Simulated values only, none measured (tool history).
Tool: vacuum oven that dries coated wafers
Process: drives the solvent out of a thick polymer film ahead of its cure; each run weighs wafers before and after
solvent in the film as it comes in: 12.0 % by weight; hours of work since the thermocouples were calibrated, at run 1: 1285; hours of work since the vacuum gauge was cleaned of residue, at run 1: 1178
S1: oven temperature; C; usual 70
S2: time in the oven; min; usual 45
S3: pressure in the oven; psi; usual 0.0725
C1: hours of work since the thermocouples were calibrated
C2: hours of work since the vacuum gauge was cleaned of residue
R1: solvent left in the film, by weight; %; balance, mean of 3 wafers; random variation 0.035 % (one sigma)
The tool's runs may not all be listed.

Run 1, hour 0.0: usual settings; C1 1285; C2 1178. Result: R1 2.30 %.
Run 2, hour 49.8: usual settings; C1 1320; C2 1212. Result: R1 2.26 %.
At hour 77.8: oven's thermocouples calibrated.
Run 3, hour 113.2: usual settings; C1 24; C2 1255. Result: R1 2.20 %.
Run 4, hour 220.3: usual settings; C1 99; C2 1329. Result: R1 2.11 %.
Run 5, hour 302.0: usual settings; C1 155; C2 1385. Result: R1 2.10 %.
Run 6, hour 376.9: usual settings but S2 27 min; C1 207; C2 1437. Result: R1 3.87 %.
Run 7, hour 458.8: usual settings but S2 27 min; C1 264; C2 1494. Result: R1 3.77 %.
At hour 476.2: oven's thermocouples calibrated, once more.
Run 8, hour 515.7: usual settings but S2 27 min; C1 27; C2 1532. Result: R1 4.73 %.
Run 9, hour 621.3: usual settings but S3 0.1411 psi; C1 100; C2 1605. Result: R1 3.11 %.
Run 10, hour 687.7: usual settings; C1 146; C2 1651. Result: R1 2.99 %.
Run 11, hour 781.8: usual settings; C1 211; C2 1716. Result: R1 2.99 %.
Run 12, hour 839.5: usual settings; C1 251; C2 1756. Result: R1 2.87 %.
Run 13, hour 904.7: usual settings but S1 72 C, S2 26 min; C1 296; C2 1801. Result: R1 4.33 %.
Run 14, hour 1015.3: usual settings but S1 82 C, S2 71 min; C1 373; C2 1877. Result: R1 0.43 %.
Run 15, hour 1064.3: usual settings but S1 82 C, S2 71 min; C1 407; C2 1911. Result: R1 0.46 %.
Run 16, hour 1139.5: usual settings but S1 82 C, S2 71 min; C1 459; C2 1963. Result: R1 0.45 %.
Run 17, hour 1234.0: usual settings but S1 67 C, S2 22 min; C1 524; C2 2029. Result: R1 5.80 %.
Run 18, hour 1311.4: usual settings but S1 67 C, S2 22 min; C1 578; C2 2082. Result: R1 5.78 %.
Run 19, hour 1359.4: usual settings but S1 67 C, S2 22 min; C1 611; C2 2115. Result: R1 5.82 %.
Run 20, hour 1418.8: usual settings but S1 67 C, S2 22 min; C1 652; C2 2156. Result: R1 5.78 %.
Run 21, hour 1501.3: usual settings but S2 52 min, S3 0.2102 psi; C1 709; C2 2214. Result: R1 2.68 %.
Run 22, hour 1605.3: usual settings but S1 57 C, S3 0.1421 psi; C1 781; C2 2285. Result: R1 5.69 %.
Run 23, hour 1685.4: usual settings but S1 81 C, S2 26 min, S3 0.0528 psi; C1 836; C2 2341. Result: R1 2.35 %.

Forecast each of these 4 alternatives for the next run:
Run A, hour 1788.5: usual settings but S1 85 C, S3 0.0522 psi; C1 908; C2 2412. Result: R1 ?.
Run B, hour 1788.5: usual settings but S1 77 C, S2 67 min; C1 908; C2 2412. Result: R1 ?.
Run C, hour 1788.5: usual settings but S2 23 min, S3 0.1617 psi; C1 908; C2 2412. Result: R1 ?.
Run D, hour 1788.5: usual settings but S1 82 C, S2 26 min, S3 0.0528 psi; C1 908; C2 2412. Result: R1 ?.

run    R1
  A  0.59
  B  0.78
  C  5.15
  D  2.18
Without the tool's hidden state the same runs would have given:
run    R1
  A  0.54
  B  0.68
  C  5.24
  D  2.27

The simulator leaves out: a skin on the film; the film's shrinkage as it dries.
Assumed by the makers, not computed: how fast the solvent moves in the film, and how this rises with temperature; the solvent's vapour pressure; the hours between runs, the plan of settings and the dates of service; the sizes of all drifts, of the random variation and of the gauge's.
